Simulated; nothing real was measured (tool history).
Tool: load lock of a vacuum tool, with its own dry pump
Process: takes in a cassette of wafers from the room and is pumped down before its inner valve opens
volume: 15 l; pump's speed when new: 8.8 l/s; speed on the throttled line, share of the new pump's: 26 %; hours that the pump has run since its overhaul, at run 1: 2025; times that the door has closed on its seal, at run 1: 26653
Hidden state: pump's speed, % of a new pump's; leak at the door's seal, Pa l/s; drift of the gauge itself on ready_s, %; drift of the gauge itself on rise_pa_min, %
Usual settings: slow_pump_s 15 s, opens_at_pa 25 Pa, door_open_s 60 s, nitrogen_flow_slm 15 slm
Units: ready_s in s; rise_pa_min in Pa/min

run,hour,slow_pump_s,opens_at_pa,door_open_s,nitrogen_flow_slm,hours that the pump has run since its overhaul,times that the door has closed on its seal,"incoming humidity of the room's air, %",ready_s,rise_pa_min
1,0,15,25,60,15,2025,26653,43.7,26,0.118
2,81.6,15,23,60,15,2107,26883,44.4,25.3,0.117
3,141.3,15,23,60,15,2166,27051,44.3,25.8,0.119
4,199.6,15,23,60,15,2225,27216,46.3,24.9,0.123
5,259.7,15,25,60,24,2285,27385,44.5,25.4,0.114
6,350.7,15,20,60,15,2376,27642,49.5,26,0.125
7,422.1,15,20,60,15,2447,27843,45.5,25.8,0.126
8,538.1,15,20,60,4,2563,28170,46.1,25.6,0.15
9,646.4,15,20,60,4,2671,28476,46.8,26.3,0.146
10,707.4,15,20,60,4,2732,28648,40.6,25.7,0.141
11,786.7,15,20,60,4,2812,28872,45.8,25.8,0.147
12,839.3,15,20,60,4,2864,29020,44.5,25.9,0.142
13,930.1,15,25,60,15,2955,29276,43.1,25.7,0.13
14,977.6,15,25,60,15,3003,29410,50,25.6,0.134
15,1026.2,15,25,60,15,3051,29547,43.7,25.7,0.128
16,1108,15,25,60,15,3133,29778,45,25.6,0.123
17,1209.9,15,25,60,15,3235,30065,44.4,25.5,0.129
18,1320.7,15,25,60,15,3346,30377,46.4,25.6,0.132
19,1379.7,15,25,60,15,3405,30544,41.8,25.4,0.133
20,1441.7,15,25,60,15,3467,30719,45.2,25.8,0.134
21,1501.8,15,25,60,15,3527,30888,42.9,25.1,0.128
22,1604,15,25,60,15,3629,31176,44.3,26,0.135
23,1701,15,25,60,15,3726,31450,47,25.6,0.139
24,1767.1,10,25,130,16,3792,31636,48.8,21.8,0.159
25,1877.1,10,25,130,16,3902,31947,45.1,21.7,0.157
26,1965.8,10,25,55,16,3991,32197,47.1,22.8,0.135
27,2021.2,15,23,60,15,4046,32353,48.1,25.8,0.146
28,2097.3,15,50,26,15,4122,32568,44.5,24.8,0.13
29,2187.6,15,31,109,38,4213,32822,46.8,25.1,0.134
30,2299.8,19,31,109,38,4325,33139,45.3,28.2,0.132
31,2353.9,29,19,60,15,4379,33291,42.3,36.6,0.139
32,2428.5,20,44,53,30,4453,33502,49.9,28.4,0.13
33,2529.5,15,22,60,15,4554,33787,45.4,26.5,0.152
34,2635,26,38,229,15,4660,34084,46.2,33,0.19
35,2721.1,26,38,229,15,4746,34327,43.1,33.2,0.186
36,2838.2,26,38,229,15,4863,34657,42.6,32.8,0.181
37,2914.2,8,25,66,9,4939,34872,45.7,20.5,0.169

3 ways to go on from here, each from the tool as it stands after run 37. What would each give?
A,3021.5,12,25,66,24,5047,35174,45.2,?,?
B,3021.5,18,25,66,10,5047,35174,45.7,?,?
C,3021.5,12,38,66,9,5047,35174,42,?,?

run,ready_s,rise_pa_min
A,23.6,0.144
B,27.6,0.17
C,22.4,0.164
Without the tool's hidden state the same runs would have given:
run,ready_s,rise_pa_min
A,23,0.033
B,27.1,0.058
C,21.9,0.053
